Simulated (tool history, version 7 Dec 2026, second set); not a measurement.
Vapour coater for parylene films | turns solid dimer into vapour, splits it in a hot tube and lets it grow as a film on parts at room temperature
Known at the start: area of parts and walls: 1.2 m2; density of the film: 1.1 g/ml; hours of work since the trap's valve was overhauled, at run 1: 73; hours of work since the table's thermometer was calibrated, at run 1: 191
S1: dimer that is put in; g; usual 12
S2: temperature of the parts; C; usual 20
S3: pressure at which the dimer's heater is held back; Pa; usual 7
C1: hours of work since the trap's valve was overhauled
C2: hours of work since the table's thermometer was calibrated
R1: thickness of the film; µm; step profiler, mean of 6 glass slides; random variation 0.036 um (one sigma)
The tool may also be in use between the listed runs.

run 1 hour=0 | S1=12 S2=20 S3=7 | C1=73 C2=191 | R1=3.7
run 2 hour=14.2 | S1=12 S2=20 S3=7 | C1=81 C2=198 | R1=3.68
run 3 hour=22.5 | S1=12 S2=20 S3=10.48 | C1=85 C2=203 | R1=3.35
run 4 hour=31.7 | S1=12 S2=20 S3=10.44 | C1=90 C2=208 | R1=3.38
run 5 hour=38.6 | S1=12 S2=20 S3=11.69 | C1=94 C2=212 | R1=3.29
run 6 hour=53 | S1=12 S2=20 S3=7 | C1=102 C2=220 | R1=3.65
run 7 hour=68.4 | S1=9 S2=20 S3=7 | C1=110 C2=228 | R1=2.71
run 8 hour=82.8 | S1=9 S2=20 S3=7 | C1=118 C2=236 | R1=2.7
run 9 hour=90.2 | S1=9 S2=20 S3=7 | C1=122 C2=240 | R1=2.77
run 10 hour=105.9 | S1=8 S2=20 S3=7 | C1=131 C2=249 | R1=2.37
run 11 hour=119.6 | S1=8 S2=20 S3=7 | C1=138 C2=256 | R1=2.37
run 12 hour=132.5 | S1=8 S2=20 S3=7 | C1=145 C2=263 | R1=2.36
run 13 hour=144.4 | S1=8 S2=20 S3=7 | C1=152 C2=270 | R1=2.37
run 14 hour=156 | S1=18 S2=20 S3=7 | C1=158 C2=276 | R1=5.22
run 15 hour=165.5 | S1=18 S2=20 S3=7 | C1=163 C2=281 | R1=5.38
run 16 hour=178.3 | S1=12 S2=20 S3=2.34 | C1=170 C2=288 | R1=4.57
run 17 hour=185.4 | S1=12 S2=20 S3=2.34 | C1=174 C2=292 | R1=4.57
run 18 hour=201 | S1=12 S2=20 S3=8.65 | C1=183 C2=301 | R1=3.31
run 19 hour=214.4 | S1=12 S2=20 S3=8.65 | C1=190 C2=308 | R1=3.36
run 20 hour=227.3 | S1=13 S2=20 S3=8.65 | C1=197 C2=315 | R1=3.54
run 21 hour=239.5 | S1=12 S2=23 S3=2.04 | C1=204 C2=322 | R1=4.29
run 22 hour=246.2 | S1=12 S2=23 S3=5.88 | C1=207 C2=325 | R1=3.32
run 23 hour=258.5 | S1=10 S2=30 S3=7 | C1=214 C2=332 | R1=2.28
run 24 hour=266.9 | S1=5 S2=26 S3=8.61 | C1=219 C2=337 | R1=1.22
run 25 hour=280.5 | S1=6 S2=15 S3=2.2 | C1=226 C2=344 | R1=2.55
run 26 hour=291.5 | S1=18 S2=19 S3=6.29 | C1=232 C2=350 | R1=5.37
-- hour=305.1 trap's valve overhauled
run 27 hour=305.5 | S1=18 S2=20 S3=9.91 | C1=0 C2=356 | R1=5.37
run 28 hour=318.6 | S1=18 S2=20 S3=9.91 | C1=7 C2=363 | R1=5.34
run 29 hour=331.2 | S1=6 S2=19 S3=8.05 | C1=14 C2=370 | R1=1.89
run 30 hour=342.5 | S1=9 S2=20 S3=4.18 | C1=20 C2=376 | R1=3.23
run 31 hour=350.2 | S1=5 S2=31 S3=7 | C1=25 C2=380 | R1=1.21
run 32 hour=358.6 | S1=5 S2=31 S3=7 | C1=29 C2=385 | R1=1.22
run 33 hour=370.5 | S1=12 S2=15 S3=7 | C1=36 C2=391 | R1=4.26
run 34 hour=383.3 | S1=12 S2=15 S3=7 | C1=43 C2=398 | R1=4.27
run 35 hour=393.7 | S1=5 S2=15 S3=2.98 | C1=48 C2=404 | R1=2.18
run 36 hour=403.9 | S1=5 S2=15 S3=2.98 | C1=54 C2=409 | R1=2.15
run 37 hour=419 | S1=5 S2=15 S3=2.98 | C1=62 C2=418 | R1=2.14

Some steps in R1 between neighbouring runs. How much of each would the tool show without its hidden state too (settings, what came in, random variation), and how much is left for the hidden state, with any gauge scatter that isn't in both results?
The hidden state here: vapour lost through the trap's worn valve, %; true temperature of the parts over the reading, C; drift of the gauge itself on film_um, %.
Run 13 -> 14: S1 8 -> 18. R1 +2.85 µm: hidden state -0.26, all else +3.11.
Run 25 -> 26: S1 6 -> 18, S2 15 -> 19, S3 2.2 -> 6.29. R1 +2.82 µm: hidden state -0.38, all else +3.2.
Run 26 -> 27: S2 19 -> 20, S3 6.29 -> 9.91, trap's valve overhauled. R1 +0 µm: hidden state +0.73, all else -0.73.
Run 28 -> 29: S1 18 -> 6, S2 20 -> 19, S3 9.91 -> 8.05. R1 -3.45 µm: hidden state +0, all else -3.45.
Run 32 -> 33: S1 5 -> 12, S2 31 -> 15. R1 +3.04 µm: hidden state -0.05, all else +3.09.
